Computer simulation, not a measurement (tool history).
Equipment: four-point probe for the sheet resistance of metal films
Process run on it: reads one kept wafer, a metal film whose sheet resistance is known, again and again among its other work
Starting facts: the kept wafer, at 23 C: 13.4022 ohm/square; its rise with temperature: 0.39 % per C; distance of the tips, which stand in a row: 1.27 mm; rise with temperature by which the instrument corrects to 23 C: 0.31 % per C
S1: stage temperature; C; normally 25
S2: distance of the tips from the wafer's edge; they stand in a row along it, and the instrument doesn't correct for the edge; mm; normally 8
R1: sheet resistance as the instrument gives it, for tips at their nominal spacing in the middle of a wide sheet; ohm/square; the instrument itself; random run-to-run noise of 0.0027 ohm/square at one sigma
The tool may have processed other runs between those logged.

run 1 hour=0.0 | S1=25 S2=8 | R1=13.583131
run 2 hour=56.7 | S1=18 S2=8 | R1=13.509081
run 3 hour=181.5 | S1=25 S2=8 | R1=13.581429
run 4 hour=238.6 | S1=25 S2=8 | R1=13.585610
run 5 hour=296.7 | S1=25 S2=8 | R1=13.585024
-- hour=303.4 stage's thermometer calibrated
run 6 hour=358.5 | S1=19 S2=8 | R1=13.476066
run 7 hour=434.3 | S1=19 S2=8 | R1=13.482905
run 8 hour=500.2 | S1=19 S2=24 | R1=13.322443
run 9 hour=556.7 | S1=18 S2=4 | R1=13.972383
run 10 hour=619.6 | S1=23 S2=3 | R1=14.506520
run 11 hour=734.0 | S1=23 S2=3 | R1=14.506427
run 12 hour=829.7 | S1=32 S2=8 | R1=13.617131
run 13 hour=934.7 | S1=21 S2=52 | R1=13.319460
run 14 hour=1031.1 | S1=21 S2=52 | R1=13.319324
run 15 hour=1092.7 | S1=35 S2=39 | R1=13.467052
run 16 hour=1216.1 | S1=35 S2=39 | R1=13.468754

Hidden state or all else? Some run-to-run changes of R1, split into what the settings, what came in and random variation would give without the hidden state, and what is left for the hidden state (with any gauge scatter that isn't in both results):
Hidden state at play: inner tips' distance over the nominal, %; tips' flats over new ones', %; wafer's true temperature over the reading, C; drift of the gauge itself on sheet_ohm, %.
Run 5 -> 6: S1 25 -> 19, stage's thermometer calibrated. R1 -0.108958 ohm/square: hidden state -0.037306, all else -0.071652.
Run 11 -> 12: S1 23 -> 32, S2 3 -> 8. R1 -0.889296 ohm/square: hidden state +0.002166, all else -0.891462.

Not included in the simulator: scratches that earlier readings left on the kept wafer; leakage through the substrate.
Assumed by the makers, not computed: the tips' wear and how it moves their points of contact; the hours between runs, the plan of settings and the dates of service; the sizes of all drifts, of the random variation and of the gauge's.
